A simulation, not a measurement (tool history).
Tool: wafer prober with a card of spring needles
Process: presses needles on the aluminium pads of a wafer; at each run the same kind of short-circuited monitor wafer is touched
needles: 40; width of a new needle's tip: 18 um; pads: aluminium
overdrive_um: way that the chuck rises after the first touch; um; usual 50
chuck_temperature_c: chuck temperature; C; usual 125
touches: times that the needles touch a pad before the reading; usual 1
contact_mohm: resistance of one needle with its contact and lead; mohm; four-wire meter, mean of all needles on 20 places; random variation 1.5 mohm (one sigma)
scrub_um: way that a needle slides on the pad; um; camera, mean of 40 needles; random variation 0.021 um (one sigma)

| run | hour | overdrive_um | chuck_temperature_c | touches | contact_mohm | scrub_um |
|---|---|---|---|---|---|---|
| 1 | 0.0 | 50 | 125 | 1 | 264 | 6.04 |
|  | 1.7 | tips cleaned on abrasive film |
| 2 | 6.4 | 50 | 95 | 1 | 353 | 6.00 |
|  | 10.2 | tips cleaned on abrasive film |
| 3 | 16.2 | 56 | 125 | 1 | 232 | 6.71 |
|  | 18.7 | tips cleaned on abrasive film |
| 4 | 21.1 | 56 | 125 | 1 | 181 | 6.72 |
|  | 27.5 | tips cleaned on abrasive film |
| 5 | 31.2 | 56 | 125 | 1 | 204 | 6.72 |
|  | 35.7 | tips cleaned on abrasive film |
| 6 | 40.6 | 56 | 125 | 1 | 215 | 6.71 |
|  | 43.7 | tips cleaned on abrasive film |
|  | 49.6 | tips cleaned on abrasive film, once more |
| 7 | 51.2 | 56 | 125 | 1 | 168 | 6.70 |
|  | 58.0 | tips cleaned on abrasive film |
| 8 | 60.1 | 56 | 125 | 1 | 191 | 6.67 |
| 9 | 65.5 | 56 | 125 | 1 | 248 | 6.67 |
|  | 66.5 | tips cleaned on abrasive film |
| 10 | 72.2 | 56 | 125 | 1 | 227 | 6.61 |
|  | 74.6 | tips cleaned on abrasive film |
| 11 | 82.0 | 56 | 125 | 1 | 247 | 6.64 |
|  | 82.7 | tips cleaned on abrasive film |
|  | 91.0 | tips cleaned on abrasive film |
| 12 | 91.0 | 32 | 125 | 1 | 181 | 3.67 |
| 13 | 96.3 | 32 | 125 | 1 | 430 | 3.68 |
|  | 99.0 | tips cleaned on abrasive film |
| 14 | 102.7 | 32 | 125 | 1 | 369 | 3.67 |
|  | 107.3 | tips cleaned on abrasive film |
| 15 | 113.8 | 50 | 125 | 2 | 214 | 5.95 |
|  | 115.5 | tips cleaned on abrasive film |
| 16 | 122.0 | 50 | 125 | 2 | 214 | 5.86 |
|  | 123.9 | tips cleaned on abrasive film |
|  | 132.0 | tips cleaned on abrasive film |
| 17 | 133.0 | 39 | 73 | 1 | 205 | 4.49 |
| 18 | 139.5 | 53 | 125 | 1 | 261 | 6.24 |
|  | 140.2 | tips cleaned on abrasive film |
| 19 | 146.1 | 39 | 125 | 2 | 283 | 4.48 |
|  | 148.8 | tips cleaned on abrasive film |
| 20 | 156.3 | 39 | 34 | 3 | 231 | 4.45 |
|  | 157.1 | tips cleaned on abrasive film |
| 21 | 161.0 | 70 | 125 | 1 | 181 | 8.34 |
|  | 165.5 | tips cleaned on abrasive film |
| 22 | 167.6 | 70 | 125 | 2 | 154 | 8.31 |
| 23 | 172.7 | 70 | 50 | 2 | 169 | 8.35 |
|  | 174.0 | tips cleaned on abrasive film |
| 24 | 178.2 | 70 | 50 | 2 | 156 | 8.30 |
|  | 182.4 | tips cleaned on abrasive film |
| 25 | 183.7 | 50 | 93 | 1 | 177 | 5.83 |
| 26 | 189.4 | 35 | 34 | 1 | 486 | 3.95 |
|  | 191.1 | tips cleaned on abrasive film |
| 27 | 195.7 | 35 | 34 | 2 | 305 | 3.94 |
|  | 199.1 | height of the first contact set anew |
|  | 200.2 | tips cleaned on abrasive film |
| 28 | 206.0 | 70 | 48 | 2 | 163 | 8.76 |
|  | 208.6 | tips cleaned on abrasive film |
| 29 | 210.9 | 70 | 48 | 2 | 138 | 8.77 |
|  | 217.0 | tips cleaned on abrasive film |
| 30 | 220.2 | 70 | 48 | 2 | 146 | 8.74 |
|  | 225.9 | tips cleaned on abrasive film |
| 31 | 230.4 | 47 | 48 | 1 | 256 | 5.83 |
|  | 234.1 | tips cleaned on abrasive film |
| 32 | 237.6 | 33 | 33 | 2 | 250 | 4.10 |

3 ways to go on from here, each from the tool as it stands after run 32. What would each give?
|  | 242.1 | tips cleaned on abrasive film |
| A | 243.4 | 50 | 125 | 2 | ? | ? |
|  | 242.1 | tips cleaned on abrasive film |
| B | 243.4 | 39 | 60 | 1 | ? | ? |
|  | 242.1 | tips cleaned on abrasive film |
| C | 243.4 | 45 | 33 | 2 | ? | ? |

| run | contact_mohm | scrub_um |
|---|---|---|
| A | 161 | 6.19 |
| B | 215 | 4.82 |
| C | 163 | 5.61 |
Without the tool's hidden state the same runs would have given:
| run | contact_mohm | scrub_um |
|---|---|---|
| A | 133 | 6.24 |
| B | 135 | 4.86 |
| C | 124 | 5.66 |
